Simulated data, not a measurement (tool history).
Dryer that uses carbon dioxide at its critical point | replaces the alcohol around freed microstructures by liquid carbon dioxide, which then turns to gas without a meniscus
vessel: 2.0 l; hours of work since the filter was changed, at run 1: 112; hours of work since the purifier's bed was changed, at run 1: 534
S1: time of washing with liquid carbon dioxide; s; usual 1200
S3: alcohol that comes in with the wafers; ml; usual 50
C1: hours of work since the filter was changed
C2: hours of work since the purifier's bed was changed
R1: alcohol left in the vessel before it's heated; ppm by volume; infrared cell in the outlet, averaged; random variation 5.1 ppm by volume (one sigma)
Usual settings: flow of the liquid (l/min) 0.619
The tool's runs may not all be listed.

{"run": 1, "hour": 0.0, "S1": 1200, "flow of the liquid (l/min)": 0.619, "S3": 50, "C1": 112, "C2": 534, "R1": 214}
{"run": 2, "hour": 22.8, "S1": 1200, "flow of the liquid (l/min)": 0.857, "S3": 50, "C1": 126, "C2": 548, "R1": 114}
{"run": 3, "hour": 41.9, "S1": 1200, "flow of the liquid (l/min)": 0.857, "S3": 50, "C1": 137, "C2": 560, "R1": 119}
{"run": 4, "hour": 62.7, "S1": 1200, "flow of the liquid (l/min)": 0.857, "S3": 50, "C1": 150, "C2": 572, "R1": 123}
{"hour": 77.1, "done": "inlet filter changed"}
{"run": 5, "hour": 80.5, "S1": 1200, "flow of the liquid (l/min)": 0.857, "S3": 50, "C1": 2, "C2": 583, "R1": 104}
{"run": 6, "hour": 94.2, "S1": 1200, "flow of the liquid (l/min)": 0.619, "S3": 50, "C1": 10, "C2": 591, "R1": 170}
{"run": 7, "hour": 116.2, "S1": 1200, "flow of the liquid (l/min)": 0.619, "S3": 50, "C1": 24, "C2": 604, "R1": 179}
{"run": 8, "hour": 127.1, "S1": 1200, "flow of the liquid (l/min)": 0.404, "S3": 50, "C1": 30, "C2": 611, "R1": 631}
{"run": 9, "hour": 138.4, "S1": 1200, "flow of the liquid (l/min)": 0.404, "S3": 50, "C1": 37, "C2": 618, "R1": 641}
{"run": 10, "hour": 156.3, "S1": 1200, "flow of the liquid (l/min)": 0.404, "S3": 50, "C1": 48, "C2": 629, "R1": 675}
{"run": 11, "hour": 170.7, "S1": 1200, "flow of the liquid (l/min)": 0.404, "S3": 50, "C1": 57, "C2": 638, "R1": 682}
{"run": 12, "hour": 188.1, "S1": 1200, "flow of the liquid (l/min)": 0.627, "S3": 50, "C1": 68, "C2": 648, "R1": 187}
{"run": 13, "hour": 210.8, "S1": 1680, "flow of the liquid (l/min)": 0.619, "S3": 50, "C1": 81, "C2": 662, "R1": 130}
{"run": 14, "hour": 234.1, "S1": 1680, "flow of the liquid (l/min)": 0.619, "S3": 50, "C1": 96, "C2": 676, "R1": 123}
{"run": 15, "hour": 251.4, "S1": 1680, "flow of the liquid (l/min)": 0.619, "S3": 50, "C1": 106, "C2": 687, "R1": 131}
{"run": 16, "hour": 263.9, "S1": 1680, "flow of the liquid (l/min)": 0.619, "S3": 50, "C1": 114, "C2": 694, "R1": 121}
{"run": 17, "hour": 278.8, "S1": 1200, "flow of the liquid (l/min)": 0.449, "S3": 50, "C1": 123, "C2": 704, "R1": 621}
{"run": 18, "hour": 294.4, "S1": 1200, "flow of the liquid (l/min)": 0.449, "S3": 50, "C1": 132, "C2": 713, "R1": 631}
{"run": 19, "hour": 317.7, "S1": 1200, "flow of the liquid (l/min)": 0.619, "S3": 50, "C1": 147, "C2": 727, "R1": 263}
{"hour": 338.0, "done": "inlet filter changed"}
{"run": 20, "hour": 343.0, "S1": 1200, "flow of the liquid (l/min)": 0.619, "S3": 50, "C1": 3, "C2": 742, "R1": 187}
{"run": 21, "hour": 355.3, "S1": 1200, "flow of the liquid (l/min)": 0.619, "S3": 35, "C1": 11, "C2": 750, "R1": 174}
{"run": 22, "hour": 365.6, "S1": 1320, "flow of the liquid (l/min)": 0.447, "S3": 78, "C1": 17, "C2": 756, "R1": 457}
{"run": 23, "hour": 382.8, "S1": 1860, "flow of the liquid (l/min)": 0.619, "S3": 23, "C1": 27, "C2": 766, "R1": 137}
{"run": 24, "hour": 407.7, "S1": 1080, "flow of the liquid (l/min)": 0.543, "S3": 50, "C1": 42, "C2": 781, "R1": 395}
{"run": 25, "hour": 432.2, "S1": 960, "flow of the liquid (l/min)": 0.834, "S3": 34, "C1": 57, "C2": 796, "R1": 172}
{"run": 26, "hour": 451.5, "S1": 960, "flow of the liquid (l/min)": 0.673, "S3": 30, "C1": 69, "C2": 808, "R1": 251}
{"run": 27, "hour": 466.7, "S1": 1320, "flow of the liquid (l/min)": 0.508, "S3": 67, "C1": 78, "C2": 817, "R1": 351}
{"run": 28, "hour": 488.6, "S1": 900, "flow of the liquid (l/min)": 0.557, "S3": 50, "C1": 92, "C2": 831, "R1": 734}
{"run": 29, "hour": 509.3, "S1": 720, "flow of the liquid (l/min)": 0.656, "S3": 109, "C1": 104, "C2": 843, "R1": 1831}
{"run": 30, "hour": 526.7, "S1": 720, "flow of the liquid (l/min)": 0.656, "S3": 109, "C1": 115, "C2": 854, "R1": 1895}
{"run": 31, "hour": 544.3, "S1": 780, "flow of the liquid (l/min)": 0.402, "S3": 37, "C1": 126, "C2": 865, "R1": 1999}
{"hour": 560.2, "done": "purifier's bed changed"}
{"run": 32, "hour": 566.8, "S1": 900, "flow of the liquid (l/min)": 0.619, "S3": 47, "C1": 138, "C2": 4, "R1": 441}
{"run": 33, "hour": 585.6, "S1": 780, "flow of the liquid (l/min)": 0.619, "S3": 84, "C1": 149, "C2": 15, "R1": 1400}
{"hour": 601.2, "done": "inlet filter changed"}
{"run": 34, "hour": 606.0, "S1": 960, "flow of the liquid (l/min)": 0.849, "S3": 51, "C1": 3, "C2": 27, "R1": 52}
{"run": 35, "hour": 630.4, "S1": 1140, "flow of the liquid (l/min)": 0.849, "S3": 51, "C1": 18, "C2": 42, "R1": 26}
{"run": 36, "hour": 648.5, "S1": 1140, "flow of the liquid (l/min)": 0.849, "S3": 51, "C1": 29, "C2": 53, "R1": 20}
{"run": 37, "hour": 672.2, "S1": 1200, "flow of the liquid (l/min)": 0.619, "S3": 40, "C1": 43, "C2": 68, "R1": 81}
{"run": 38, "hour": 686.4, "S1": 1200, "flow of the liquid (l/min)": 0.619, "S3": 33, "C1": 52, "C2": 76, "R1": 66}
{"run": 39, "hour": 710.0, "S1": 1200, "flow of the liquid (l/min)": 0.617, "S3": 50, "C1": 66, "C2": 91, "R1": 120}

Hidden state or all else? Some run-to-run changes of R1, split into what the settings, what came in and random variation would give without the hidden state, and what is left for the hidden state (with any gauge scatter that isn't in both results):
The hidden state here: flow that reaches the vessel past the clogged filter, %; alcohol in the recycled carbon dioxide, ppm; drift of the gauge itself on alcohol_ppm, %.
Run 28 -> 29: S1 900 -> 720, flow of the liquid (l/min) 0.557 -> 0.656, S3 50 -> 109. R1 +1097 ppm by volume: hidden state +326, all else +771.
Run 31 -> 32: S1 780 -> 900, flow of the liquid (l/min) 0.402 -> 0.619, S3 37 -> 47, purifier's bed changed. R1 -1558 ppm by volume: hidden state -406, all else -1152.
Run 32 -> 33: S1 900 -> 780, S3 47 -> 84. R1 +959 ppm by volume: hidden state +361, all else +598.
Run 33 -> 34: S1 780 -> 960, flow of the liquid (l/min) 0.619 -> 0.849, S3 84 -> 51, inlet filter changed. R1 -1348 ppm by volume: hidden state -534, all else -814.

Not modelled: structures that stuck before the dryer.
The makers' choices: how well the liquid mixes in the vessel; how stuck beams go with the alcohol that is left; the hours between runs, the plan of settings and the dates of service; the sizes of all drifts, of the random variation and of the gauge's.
